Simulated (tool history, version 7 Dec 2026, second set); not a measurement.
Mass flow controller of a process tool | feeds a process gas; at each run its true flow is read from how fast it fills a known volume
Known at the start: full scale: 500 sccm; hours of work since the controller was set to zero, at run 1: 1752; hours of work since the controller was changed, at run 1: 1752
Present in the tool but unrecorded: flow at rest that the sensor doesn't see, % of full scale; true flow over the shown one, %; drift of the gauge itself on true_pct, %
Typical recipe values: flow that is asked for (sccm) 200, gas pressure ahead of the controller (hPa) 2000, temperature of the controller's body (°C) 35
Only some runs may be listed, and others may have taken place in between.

run      day  flow that is asked for (sccm)  gas pressure ahead of the controller (hPa)  temperature of the controller's body (°C)  hours of work since the controller was set to zero  hours of work since the controller was changed  true flow (%)
  1        0                            200                                        2000                                         35                                                1752                                            1752          96.55
  2    13.75                            200                                        2000                                         35                                                1881                                            1881          96.51
  3   26.217                            200                                        2000                                         22                                                1998                                            1998          97.37
  4   42.512                            200                                        2000                                         35                                                2150                                            2150          96.51
  5   55.775                            200                                        2000                                         35                                                2275                                            2275          96.53
  6   63.308                            200                                        2000                                         35                                                2345                                            2345           96.5
  7   73.442                            200                                        2000                                         35                                                2440                                            2440          96.42
  8   85.958                             78                                        2000                                         35                                                2557                                            2557          93.39
  9  103.588                            219                                        2000                                         35                                                2723                                            2723          96.49
 10    121.1                            219                                        2000                                         35                                                2887                                            2887          96.47
 11  130.062                            219                                        2000                                         35                                                2971                                            2971          96.42
 12  146.367                            200                                        2000                                         35                                                3123                                            3123          96.11
 13  158.796                            200                                        2000                                         35                                                3240                                            3240          96.03
 14  168.871                            200                                        2000                                         35                                                3334                                            3334          96.09
 15    184.3                            200                                        2000                                         33                                                3479                                            3479          96.06
 16  191.683                            341                                        2000                                         35                                                3548                                            3548          97.56
 17  207.158                            341                                        2000                                         35                                                3693                                            3693          97.55
 18  221.167                            341                                        2000                                         35                                                3824                                            3824          97.39
 19    234.8                            341                                        2000                                         35                                                3952                                            3952           97.4
 20  244.108                            200                                        2610                                         22                                                4039                                            4039          96.29
 21  258.304                            127                                        1460                                         22                                                4172                                            4172           95.3
      259.55  -- controller's zero set anew
 22  270.354                             75                                        2050                                         39                                                 101                                            4285          87.77
 23  283.279                             83                                        1670                                         31                                                 222                                            4406          89.28
     286.388  -- controller's zero set anew, once more
 24  296.421                             85                                        1670                                         31                                                  94                                            4529          97.37
 25  308.712                            227                                        1480                                         26                                                 209                                            4644          98.84
 26  317.112                             76                                        1980                                         35                                                 288                                            4722          96.62
 27  324.292                             76                                        1980                                         35                                                 355                                            4790          96.58
 28  341.538                             76                                        1460                                         34                                                 517                                            4951          96.75
 29   350.05                            187                                        2000                                         26                                                 596                                            5031          98.09
 30  366.721                            410                                        1600                                         23                                                 753                                            5187         100.09
 31  381.425                            410                                        1600                                         23                                                 890                                            5325         100.06
 32  394.854                            410                                        2480                                         23                                                1016                                            5451          99.46
 33  409.125                            410                                        2480                                         23                                                1150                                            5584          99.47

Forecast each of these 5 alternatives for the next run:
  A  426.029                            410                                        1820                                         23                                                1308                                            5743              ?
  B  426.029                            374                                        2000                                         23                                                1308                                            5743              ?
  C  426.029                            410                                        2300                                         26                                                1308                                            5743              ?
  D  426.029                            410                                        1650                                         25                                                1308                                            5743              ?
  E  426.029                            410                                        2480                                         30                                                1308                                            5743              ?

run  true flow (%)
  A          99.85
  B          99.53
  C          99.35
  D          99.79
  E          98.82
The same runs, with their run-to-run variation unchanged, on a tool lacking any hidden condition would have given:
run  true flow (%)
  A          99.76
  B          99.48
  C          99.26
  D          99.69
  E          98.73
